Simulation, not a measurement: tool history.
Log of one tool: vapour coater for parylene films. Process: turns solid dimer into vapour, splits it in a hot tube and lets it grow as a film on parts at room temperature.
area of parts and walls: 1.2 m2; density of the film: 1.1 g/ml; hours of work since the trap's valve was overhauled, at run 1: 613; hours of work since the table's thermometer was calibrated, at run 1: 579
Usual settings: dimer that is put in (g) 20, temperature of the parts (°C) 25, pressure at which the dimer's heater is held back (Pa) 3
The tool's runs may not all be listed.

run,day,dimer that is put in (g),temperature of the parts (°C),pressure at which the dimer's heater is held back (Pa),hours of work since the trap's valve was overhauled,hours of work since the table's thermometer was calibrated,thickness of the film (um)
1,0,20,25,3,613,579,11.61
2,0.788,20,25,3,624,590,11.64
3,2.067,20,25,3,642,608,11.62
4,3.2,20,25,3,658,625,11.62
5,3.929,20,25,3,668,635,11.67
# day 5.125: trap's valve overhauled
6,5.329,20,25,3,3,652,12.46
7,6.462,20,25,3,19,668,12.42
8,7.817,20,25,10.69,38,687,11.51
9,9.583,9,25,3,63,712,5.56
10,10.688,20,25,5.75,79,728,11.88
11,11.821,20,25,5.75,95,744,11.79
12,13.058,20,25,11.12,112,762,11.41
13,14.312,15,25,3,130,779,9.21
14,16.05,15,28,3,155,804,8.41
15,17.129,19,29,6.09,170,819,9.87
16,18.258,14,19,10.75,186,835,9.51
17,19.654,14,19,10.75,205,855,9.49
18,21.05,14,19,10.75,225,875,9.52
19,21.771,20,19,10.03,235,885,13.51
20,22.946,17,19,10.03,252,901,11.49
21,24.075,21,25,2.2,268,917,12.97
22,25.179,20,25,2.69,284,933,12.22
23,26.712,20,25,2.69,305,955,12.25

How the hidden state differs across the entries between the runs, from the last listed run before each to the first after it:
Between runs 5 and 6: trap's valve overhauled (day 5.125)
  vapour lost through the trap's worn valve, %: 6.4 -> 0.2; true temperature of the parts over the reading, C: -0.35 -> -0.36
  measured less the result without the state, thickness of the film (um): -0.67 -> +0.11
